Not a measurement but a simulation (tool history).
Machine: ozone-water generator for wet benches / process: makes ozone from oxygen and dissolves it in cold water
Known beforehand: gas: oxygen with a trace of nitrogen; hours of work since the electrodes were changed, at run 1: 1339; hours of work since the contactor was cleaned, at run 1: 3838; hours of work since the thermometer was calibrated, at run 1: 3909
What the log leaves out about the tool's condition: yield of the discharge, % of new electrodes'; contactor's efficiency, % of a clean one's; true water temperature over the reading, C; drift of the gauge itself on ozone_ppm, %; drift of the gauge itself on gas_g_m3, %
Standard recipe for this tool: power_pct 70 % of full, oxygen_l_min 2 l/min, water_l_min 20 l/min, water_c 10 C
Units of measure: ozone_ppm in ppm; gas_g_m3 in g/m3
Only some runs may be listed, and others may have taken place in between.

run	hour	power_pct	oxygen_l_min	water_l_min	water_c	hours of work since the electrodes were changed	hours of work since the contactor was cleaned	hours of work since the thermometer was calibrated	ozone_ppm	gas_g_m3
1	0	70	2	20	10	1339	3838	3909	7	145.7
2	46	70	2	20	10	1371	3870	3941	6.9	146.5
3	68.5	70	2	20	10	1387	3886	3957	7.1	145.4
4	114.4	70	2	20	10	1419	3918	3989	7	144.6
5	136.7	70	2	20	10	1435	3934	4005	6.9	146.1
6	169.7	69	2	20	10	1458	3957	4028	6.9	141.9
7	208.4	69	2	13	10	1485	3984	4055	11.4	144.4
8	255.2	69	2	13	10	1517	4017	4087	11.3	143.7
9	294.9	69	1.7	13	10	1545	4044	4115	10.7	152.8
10	324.1	69	1.7	13	10	1565	4065	4135	10.9	154.3
11	359.2	70	2	20	10	1590	4089	4160	6.9	145.1
12	401.9	70	2	12	10	1620	4119	4190	12.4	145.4
13	453.1	70	2	12	10	1656	4155	4225	12.6	143.2
14	494.1	70	2	12	10	1684	4183	4254	12.5	145
15	523.2	70	2	12	10	1705	4204	4274	12.5	144.6
16	574.5	55	2	12	10	1740	4239	4310	9.9	115.2
17	621.4	66	1.47	30	11	1773	4272	4343	3.4	155.5
18	671.1	89	1.74	20	10	1808	4307	4378	8.1	190.9
19	714.9	89	1.74	20	10	1838	4338	4408	8	189.3
20	737.8	89	1.74	20	10	1854	4354	4424	8.2	191.3
21	784	74	1.61	14	11	1887	4386	4457	10.1	167.1
22	834.3	47	2	13	10	1922	4421	4492	7.8	99.4
23	869.6	47	2	13	10	1946	4446	4516	7.8	99.6
24	907.9	47	2.81	18	10	1973	4472	4543	6	87.2
25	960.6	70	1.91	15	10	2010	4509	4580	9.6	146.3
26	997.1	70	2	22	10	2036	4535	4605	5.9	143.9
27	1026.9	63	2	20	13	2056	4555	4626	6.1	130.7
28	1080.4	63	2	20	13	2094	4593	4664	6.1	129
29	1121.8	70	1.68	15	10	2123	4622	4693	8.9	153.6
# hour 1155.3: water thermometer calibrated
30	1165.9	68	2	26	10	2153	4652	7	4.9	140.4
31	1191.6	45	2	20	8	2171	4670	25	4.6	95.8
32	1215.4	70	2	20	8	2188	4687	42	6.9	144.9

5 options for the next run, each taken on its own from the tool as it stands now. Forecast them:
A	1256.8	55	1.53	20	10	2217	4716	71	?	?
B	1256.8	43	2	20	8	2217	4716	71	?	?
C	1256.8	70	1.07	13	15	2217	4716	71	?	?
D	1256.8	73	2	26	8	2217	4716	71	?	?
E	1256.8	70	2	20	9	2217	4716	71	?	?

run	ozone_ppm	gas_g_m3
A	4.9	128.9
B	4.4	92.1
C	8.4	185.2
D	5	149.2
E	7.1	143.5
Had the tool no hidden state, the same runs would have come out as:
run	ozone_ppm	gas_g_m3
A	5.5	132.7
B	4.9	94
C	9.2	192.2
D	5.7	155.1
E	7.9	148.9
